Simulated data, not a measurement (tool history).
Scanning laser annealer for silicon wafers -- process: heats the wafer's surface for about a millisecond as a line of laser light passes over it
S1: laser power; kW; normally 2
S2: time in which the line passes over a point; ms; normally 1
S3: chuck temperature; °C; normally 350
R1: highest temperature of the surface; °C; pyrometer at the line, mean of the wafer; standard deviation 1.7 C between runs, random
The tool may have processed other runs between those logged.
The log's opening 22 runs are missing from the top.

run	hour	S1	S2	S3	R1
23	180.2	1.822	1.13	333	1035
24	189.2	1.822	1.1	368	1063
25	197.8	1.773	1	378	1018
26	205.7	1.773	1	378	1014
27	213.3	1.773	1	378	1017
28	220.4	1.792	1	350	996
29	226.1	1.792	1	350	999
30	232.2	1.792	0.87	350	960
31	238.8	2.043	0.81	342	1034
32	245.7	2	1.23	350	1175
33	252.2	2	0.72	325	962
34	261.7	2	0.72	325	964
35	266.7	1.955	0.99	325	1044
36	274.3	2.139	0.7	337	1022
37	280.3	1.825	1.17	337	1049
38	288.3	2.044	1	376	1140
39	297.9	2.094	0.84	376	1102

Predict each of these 4 candidate next runs independently; none follows another, all start after run 39:
A	304.7	2.198	1.03	341	?
B	304.7	2.079	0.99	315	?
C	304.7	2.061	0.84	376	?
D	304.7	1.795	0.84	376	?

run	R1
A	1195
B	1092
C	1087
D	974
Take away the tool's hidden state, keep each run's random variation, and the runs would have read:
run	R1
A	1207
B	1103
C	1097
D	983

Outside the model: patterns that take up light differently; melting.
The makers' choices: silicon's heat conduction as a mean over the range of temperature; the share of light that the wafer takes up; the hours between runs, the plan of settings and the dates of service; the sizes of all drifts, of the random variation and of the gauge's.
